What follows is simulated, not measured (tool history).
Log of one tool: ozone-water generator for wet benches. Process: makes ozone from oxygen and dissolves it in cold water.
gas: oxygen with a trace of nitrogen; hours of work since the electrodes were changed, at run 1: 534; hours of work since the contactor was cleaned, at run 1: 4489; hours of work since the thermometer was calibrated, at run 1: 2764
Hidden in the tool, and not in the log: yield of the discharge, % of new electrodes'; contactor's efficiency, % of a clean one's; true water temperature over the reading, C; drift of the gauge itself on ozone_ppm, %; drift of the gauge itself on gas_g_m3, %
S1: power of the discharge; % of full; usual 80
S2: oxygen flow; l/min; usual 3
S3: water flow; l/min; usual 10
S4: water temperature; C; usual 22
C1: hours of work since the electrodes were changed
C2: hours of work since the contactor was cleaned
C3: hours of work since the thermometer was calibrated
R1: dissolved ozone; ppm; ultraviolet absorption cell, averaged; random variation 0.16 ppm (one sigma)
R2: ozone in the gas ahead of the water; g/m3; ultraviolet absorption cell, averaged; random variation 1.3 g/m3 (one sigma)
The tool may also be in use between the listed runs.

run    hour  S1    S2  S3  S4    C1    C2    C3    R1     R2
  1       0  80     3  10  22   534  4489  2764  20.3    238
  2   154.3  80     3  10  22   638  4593  2868  20.8  236.9
  3   321.9  80     3  10  22   750  4706  2981  20.5  236.4
  4     413  80     3  10  22   812  4767  3042  20.4  234.5
  5   538.4  80     3  10  22   896  4852  3127  20.3  236.5
  6   718.9  80     3  10  22  1018  4973  3248  20.3  235.9
  7   820.4  80     3  10  22  1086  5041  3317  20.3  233.9
  8   905.7  80     3  10  22  1144  5099  3374  20.2  235.6
  9  1049.7  80     3  10  15  1241  5196  3471  22.6  232.8
 10  1183.2  80     3  10  15  1330  5286  3561  22.6  232.2
 11  1373.9  80     3  10  22  1459  5414  3689    20  234.2
 12  1559.4  80     3  10  22  1584  5539  3814  20.2  234.6
 13  1655.3  80     3  10  22  1648  5604  3879  20.1  235.1
 14  1813.7  80     3  10  22  1755  5710  3986  20.4  233.7
 15  1986.1  80     3  10  17  1871  5826  4102  21.4  231.7
 16  2160.4  80     3  10  17  1988  5944  4219  21.6  233.1
 17  2348.1  80     3  10  17  2115  6070  4345  21.2  230.9
 18    2494  88  2.55  14  22  2213  6168  4444  15.3  275.6
 19  2602.5  88   3.6  14  18  2286  6241  4517  15.5  219.4
 20  2720.3  88   3.6  14  18  2365  6321  4596  15.7  217.6
 21  2878.6  88   3.6  10  24  2472  6427  4703  19.5  218.7

Forecast run 22:
 22  3040.7  88  3.6  10  24  2581  6536  4812   ?   ?

Run 22 gave R1 19.3 ppm, R2 217.8 g/m3.
Without the tool's hidden state the same run would have given R1 21.5 ppm, R2 223.8 g/m3.
